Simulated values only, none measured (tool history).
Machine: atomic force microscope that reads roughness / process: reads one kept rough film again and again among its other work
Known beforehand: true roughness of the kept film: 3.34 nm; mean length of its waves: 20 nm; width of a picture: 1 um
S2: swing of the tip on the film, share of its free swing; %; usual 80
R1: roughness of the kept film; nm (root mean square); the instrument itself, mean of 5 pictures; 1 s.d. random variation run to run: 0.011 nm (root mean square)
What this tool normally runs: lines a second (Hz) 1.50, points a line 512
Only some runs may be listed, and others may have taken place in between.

run 1 hour=0.0 | lines_a_second_(Hz)=1.50 S2=80 points_a_line=512 | R1=2.382
run 2 hour=8.3 | lines_a_second_(Hz)=1.50 S2=80 points_a_line=512 | R1=2.329
run 3 hour=13.1 | lines_a_second_(Hz)=1.50 S2=80 points_a_line=512 | R1=2.287
run 4 hour=21.0 | lines_a_second_(Hz)=0.78 S2=80 points_a_line=512 | R1=2.360
run 5 hour=27.5 | lines_a_second_(Hz)=0.78 S2=80 points_a_line=530 | R1=2.350
run 6 hour=34.4 | lines_a_second_(Hz)=0.78 S2=80 points_a_line=530 | R1=2.286
run 7 hour=42.1 | lines_a_second_(Hz)=0.78 S2=80 points_a_line=530 | R1=2.243
run 8 hour=51.3 | lines_a_second_(Hz)=0.78 S2=80 points_a_line=530 | R1=2.201
run 9 hour=60.7 | lines_a_second_(Hz)=1.50 S2=80 points_a_line=512 | R1=2.064
run 10 hour=68.3 | lines_a_second_(Hz)=1.60 S2=80 points_a_line=512 | R1=2.014
run 11 hour=76.9 | lines_a_second_(Hz)=1.60 S2=80 points_a_line=419 | R1=1.957
run 12 hour=82.5 | lines_a_second_(Hz)=1.50 S2=80 points_a_line=434 | R1=1.942
run 13 hour=89.0 | lines_a_second_(Hz)=1.50 S2=80 points_a_line=434 | R1=1.917
run 14 hour=94.1 | lines_a_second_(Hz)=1.50 S2=58 points_a_line=434 | R1=2.080
run 15 hour=102.7 | lines_a_second_(Hz)=1.50 S2=58 points_a_line=434 | R1=2.029
run 16 hour=107.0 | lines_a_second_(Hz)=1.50 S2=62 points_a_line=512 | R1=2.000
run 17 hour=112.3 | lines_a_second_(Hz)=1.50 S2=62 points_a_line=512 | R1=1.977
run 18 hour=120.2 | lines_a_second_(Hz)=1.50 S2=62 points_a_line=512 | R1=1.925
run 19 hour=127.4 | lines_a_second_(Hz)=1.08 S2=62 points_a_line=512 | R1=1.939
run 20 hour=133.3 | lines_a_second_(Hz)=1.08 S2=62 points_a_line=512 | R1=2.681
run 21 hour=141.2 | lines_a_second_(Hz)=1.50 S2=80 points_a_line=512 | R1=2.419
run 22 hour=150.0 | lines_a_second_(Hz)=1.50 S2=80 points_a_line=512 | R1=2.373
run 23 hour=158.9 | lines_a_second_(Hz)=1.50 S2=80 points_a_line=512 | R1=2.302
run 24 hour=168.3 | lines_a_second_(Hz)=1.50 S2=80 points_a_line=512 | R1=2.291
run 25 hour=177.2 | lines_a_second_(Hz)=1.50 S2=80 points_a_line=512 | R1=2.207
run 26 hour=186.0 | lines_a_second_(Hz)=0.93 S2=80 points_a_line=512 | R1=2.254
run 27 hour=191.1 | lines_a_second_(Hz)=1.28 S2=82 points_a_line=384 | R1=2.134
run 28 hour=196.0 | lines_a_second_(Hz)=1.28 S2=82 points_a_line=384 | R1=2.120
run 29 hour=201.3 | lines_a_second_(Hz)=1.50 S2=80 points_a_line=656 | R1=2.096
run 30 hour=208.7 | lines_a_second_(Hz)=1.72 S2=57 points_a_line=951 | R1=2.233
run 31 hour=213.6 | lines_a_second_(Hz)=1.72 S2=57 points_a_line=951 | R1=2.220
run 32 hour=219.5 | lines_a_second_(Hz)=0.66 S2=81 points_a_line=709 | R1=2.148
run 33 hour=224.9 | lines_a_second_(Hz)=1.16 S2=81 points_a_line=918 | R1=2.044
run 34 hour=233.7 | lines_a_second_(Hz)=1.16 S2=81 points_a_line=918 | R1=2.003
run 35 hour=238.6 | lines_a_second_(Hz)=0.75 S2=80 points_a_line=636 | R1=2.030
run 36 hour=243.6 | lines_a_second_(Hz)=0.75 S2=80 points_a_line=481 | R1=2.019
run 37 hour=251.4 | lines_a_second_(Hz)=0.75 S2=80 points_a_line=481 | R1=1.981
run 38 hour=258.1 | lines_a_second_(Hz)=1.15 S2=58 points_a_line=877 | R1=2.036
run 39 hour=262.7 | lines_a_second_(Hz)=0.95 S2=63 points_a_line=618 | R1=1.993
run 40 hour=267.9 | lines_a_second_(Hz)=0.95 S2=57 points_a_line=1006 | R1=2.006
run 41 hour=272.7 | lines_a_second_(Hz)=3.54 S2=61 points_a_line=512 | R1=1.838
run 42 hour=281.7 | lines_a_second_(Hz)=2.16 S2=80 points_a_line=512 | R1=1.679
run 43 hour=287.9 | lines_a_second_(Hz)=2.16 S2=80 points_a_line=512 | R1=2.436
run 44 hour=295.9 | lines_a_second_(Hz)=2.16 S2=80 points_a_line=512 | R1=2.379
run 45 hour=302.4 | lines_a_second_(Hz)=1.16 S2=73 points_a_line=809 | R1=2.594
run 46 hour=306.5 | lines_a_second_(Hz)=1.16 S2=73 points_a_line=809 | R1=2.563
run 47 hour=310.5 | lines_a_second_(Hz)=1.16 S2=72 points_a_line=656 | R1=2.530
run 48 hour=315.3 | lines_a_second_(Hz)=1.50 S2=55 points_a_line=855 | R1=2.588
run 49 hour=321.1 | lines_a_second_(Hz)=1.50 S2=55 points_a_line=855 | R1=2.544
run 50 hour=329.5 | lines_a_second_(Hz)=1.50 S2=61 points_a_line=512 | R1=2.439
run 51 hour=334.3 | lines_a_second_(Hz)=1.50 S2=61 points_a_line=512 | R1=2.427
run 52 hour=340.4 | lines_a_second_(Hz)=3.16 S2=60 points_a_line=325 | R1=2.262

Withheld: 4 entries from between the runs. Position of each, and hidden state at the listed run before versus the listed run after:
Run 14 -> run 15: height scale calibrated on a step standard (hour 95.8)
  radius of the tip, nm: 16.8 -> 17.6; height scale over the true one, %: 0.09 -> 0.13
  measured less the result without the state, R1: -0.689 -> -0.721 nm (root mean square)
Run 19 -> run 20: new tip fitted (hour 130.8)
  radius of the tip, nm: 20 -> 5.8
  measured less the result without the state, R1: -0.822 -> -0.058 nm (root mean square)
Run 22 -> run 23: height scale calibrated on a step standard, once more (hour 151.4)
  radius of the tip, nm: 7.5 -> 8.3; height scale over the true one, %: 0.12 -> -0.05
  measured less the result without the state, R1: -0.164 -> -0.217 nm (root mean square)
Run 42 -> run 43: new tip fitted (hour 287.9)
  radius of the tip, nm: 20.4 -> 5
  measured less the result without the state, R1: -0.734 -> -0.005 nm (root mean square)
